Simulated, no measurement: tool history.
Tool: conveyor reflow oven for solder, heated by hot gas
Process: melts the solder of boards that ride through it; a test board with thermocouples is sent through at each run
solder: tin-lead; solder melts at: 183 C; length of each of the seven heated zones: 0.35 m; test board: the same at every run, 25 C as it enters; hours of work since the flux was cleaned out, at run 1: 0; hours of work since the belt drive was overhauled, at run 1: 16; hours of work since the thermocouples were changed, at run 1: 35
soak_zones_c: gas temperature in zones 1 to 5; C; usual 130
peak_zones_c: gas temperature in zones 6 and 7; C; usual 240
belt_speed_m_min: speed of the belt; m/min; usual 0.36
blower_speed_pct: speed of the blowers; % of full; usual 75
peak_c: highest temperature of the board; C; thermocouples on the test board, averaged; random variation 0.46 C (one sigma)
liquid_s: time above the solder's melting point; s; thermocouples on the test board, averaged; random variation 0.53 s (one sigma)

run   hour  soak_zones_c  peak_zones_c  belt_speed_m_min  blower_speed_pct  hours of work since the flux was cleaned out  hours of work since the belt drive was overhauled  hours of work since the thermocouples were changed  peak_c  liquid_s
  1      0           130           240              0.36                75                                             0                                                 16                                                  35   222.9      90.8
  2   33.5           130           240              0.36                75                                            20                                                 36                                                  55   223.4      90.1
  3   80.2           130           240              0.36                75                                            48                                                 64                                                  83     223        90
  4  104.3           130           240              0.36                75                                            63                                                 78                                                  97   222.3      88.7
  5  157.8           130           240             0.293                75                                            95                                                110                                                 129     228     119.1
  6  183.8           130           240              0.36                75                                           110                                                126                                                 145   221.9      89.2
  7  212.8           122           240              0.36                75                                           128                                                143                                                 162     220      83.8
  8  243.7           131           235              0.36                75                                           146                                                162                                                 181   217.2      84.3
     252.3  -- flux residue cleaned out of gas plates and filters
  9  279.9           131           235              0.36                75                                            17                                                180                                                 199   216.6      83.1
 10  304.6           125           242             0.378                52                                            31                                                195                                                 214   210.6      67.8
 11  346.6           139           250             0.299                63                                            57                                                220                                                 239   233.6     124.1
 12    381           139           248             0.384                81                                            77                                                241                                                 260   227.6        91
 13  423.8           139           250             0.361                80                                           103                                                267                                                 286   230.8       101
 14  448.3           139           250             0.361                80                                           118                                                281                                                 300   230.8     100.7

The same runs without the tool's hidden state, with the same run-to-run variation:
The hidden state here: heat that the gas passes to the board, % of a clean oven's; belt's true speed, % of the reading; true gas temperature in zones 6 and 7 over the reading, C; drift of the gauge itself on peak_c, C; drift of the gauge itself on liquid_s, %.
run  peak_c  liquid_s
  1   222.6      90.4
  2   223.4      90.1
  3   223.3      90.3
  4   222.8      89.2
  5   228.6     119.7
  6   222.9      90.3
  7   221.3      85.3
  8   218.6        86
  9   218.8        86
 10   212.9      71.3
 11   235.8     125.7
 12   230.9      93.6
 13   234.2     103.5
 14   234.4     103.2
